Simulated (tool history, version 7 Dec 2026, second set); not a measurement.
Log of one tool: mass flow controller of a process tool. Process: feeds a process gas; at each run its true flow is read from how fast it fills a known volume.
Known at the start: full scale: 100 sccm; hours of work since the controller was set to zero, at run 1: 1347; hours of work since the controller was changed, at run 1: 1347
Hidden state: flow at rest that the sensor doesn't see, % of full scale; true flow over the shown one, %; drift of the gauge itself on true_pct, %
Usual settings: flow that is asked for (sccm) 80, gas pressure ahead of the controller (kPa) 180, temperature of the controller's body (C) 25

run,hour,flow that is asked for (sccm),gas pressure ahead of the controller (kPa),temperature of the controller's body (C),hours of work since the controller was set to zero,hours of work since the controller was changed,true flow (%)
1,0,80,180,25,1347,1347,99.83
2,101.4,80,183,25,1381,1381,99.89
3,191.1,80,180,28,1411,1411,99.6
4,256.7,80,180,25,1433,1433,99.91
5,353,80,180,25,1465,1465,99.86
6,451.6,80,180,25,1498,1498,100.05
7,532.1,46,180,25,1525,1525,99.93
8,615.9,46,180,34,1553,1553,98.92
9,686.5,46,180,34,1577,1577,99
10,737.8,80,180,25,1594,1594,100.09
11,806,80,180,25,1617,1617,100.15
12,868.7,46,180,25,1638,1638,99.92
13,943.8,70,180,25,1663,1663,100.24
14,1004.9,80,180,25,1683,1683,100.18
15,1046.3,80,180,22,1697,1697,100.57
16,1104.8,80,180,22,1717,1717,100.54
17,1172.8,19,152,25,1740,1740,99.79
18,1239.5,19,152,25,1762,1762,99.86
19,1289.4,19,152,31,1779,1779,99.21
20,1378.2,27,211,25,1808,1808,100.04

Forecast run 21:
21,1428.5,36,160,27,1825,1825,?

true flow (%): 99.88
Without the tool's hidden state the same run would have given true flow (%) 99.44.

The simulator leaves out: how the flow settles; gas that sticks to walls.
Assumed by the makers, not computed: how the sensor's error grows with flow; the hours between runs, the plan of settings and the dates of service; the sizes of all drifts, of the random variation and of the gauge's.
